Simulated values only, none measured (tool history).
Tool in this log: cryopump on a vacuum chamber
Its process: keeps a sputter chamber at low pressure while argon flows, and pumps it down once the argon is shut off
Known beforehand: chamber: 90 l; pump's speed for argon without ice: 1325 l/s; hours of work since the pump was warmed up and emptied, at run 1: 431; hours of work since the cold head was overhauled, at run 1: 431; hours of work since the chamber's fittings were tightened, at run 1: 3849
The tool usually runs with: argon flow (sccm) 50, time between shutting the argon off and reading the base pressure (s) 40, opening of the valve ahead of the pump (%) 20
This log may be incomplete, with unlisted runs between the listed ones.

| run | hour | argon flow (sccm) | time between shutting the argon off and reading the base pressure (s) | opening of the valve ahead of the pump (%) | hours of work since the pump was warmed up and emptied | hours of work since the cold head was overhauled | hours of work since the chamber's fittings were tightened | pressure while argon flows (Pa) | pressure after the wait (uPa) |
|---|---|---|---|---|---|---|---|---|---|
| 1 | 0.0 | 50 | 40 | 20 | 431 | 431 | 3849 | 0.3441 | 5.10 |
| 2 | 24.7 | 50 | 40 | 20 | 446 | 446 | 3865 | 0.3477 | 5.10 |
| 3 | 40.4 | 50 | 40 | 20 | 456 | 456 | 3874 | 0.3485 | 5.06 |
|  | 45.2 | leaking fittings of the chamber tightened, without venting |
| 4 | 63.1 | 50 | 51 | 20 | 469 | 469 | 11 | 0.3515 | 1.33 |
| 5 | 81.0 | 50 | 40 | 20 | 480 | 480 | 22 | 0.3492 | 1.63 |
|  | 107.7 | pump warmed up, emptied and cooled again |
| 6 | 110.0 | 50 | 40 | 25 | 1 | 495 | 37 | 0.2547 | 1.52 |
| 7 | 139.8 | 50 | 40 | 25 | 20 | 513 | 55 | 0.2549 | 1.53 |
| 8 | 159.5 | 50 | 40 | 25 | 32 | 525 | 68 | 0.2572 | 1.54 |
| 9 | 189.8 | 50 | 40 | 25 | 51 | 544 | 86 | 0.2563 | 1.57 |
| 10 | 213.1 | 50 | 241 | 20 | 65 | 558 | 101 | 0.3210 | 0.53 |
| 11 | 243.4 | 50 | 241 | 20 | 84 | 577 | 119 | 0.3220 | 0.53 |
| 12 | 271.6 | 50 | 241 | 20 | 101 | 594 | 137 | 0.3240 | 0.58 |
| 13 | 296.5 | 50 | 241 | 20 | 117 | 610 | 152 | 0.3252 | 0.58 |
| 14 | 322.1 | 50 | 241 | 20 | 133 | 626 | 168 | 0.3243 | 0.61 |
| 15 | 342.8 | 50 | 241 | 20 | 145 | 638 | 181 | 0.3271 | 0.59 |
| 16 | 366.4 | 50 | 241 | 20 | 160 | 653 | 195 | 0.3280 | 0.60 |
| 17 | 396.9 | 39 | 241 | 20 | 179 | 672 | 214 | 0.2563 | 0.65 |
| 18 | 426.8 | 39 | 241 | 20 | 197 | 690 | 233 | 0.2562 | 0.67 |
| 19 | 450.0 | 50 | 86 | 34 | 212 | 705 | 247 | 0.1988 | 1.02 |
| 20 | 466.9 | 84 | 86 | 24 | 222 | 715 | 258 | 0.4669 | 1.08 |
| 21 | 493.7 | 84 | 86 | 24 | 239 | 732 | 274 | 0.4703 | 1.08 |
| 22 | 515.7 | 87 | 173 | 20 | 252 | 745 | 288 | 0.5805 | 0.79 |
| 23 | 544.7 | 50 | 40 | 40 | 270 | 763 | 306 | 0.1747 | 1.76 |

What does the tool deliver on the next run?
| 24 | 578.7 | 50 | 40 | 40 | 291 | 784 | 327 | ? | ? |

Run 24 yielded pressure while argon flows (Pa) 0.1758, pressure after the wait (uPa) 1.86.
If the tool had no hidden condition, the same run with the same run-to-run variation would have returned pressure while argon flows (Pa) 0.1598, pressure after the wait (uPa) 1.52.
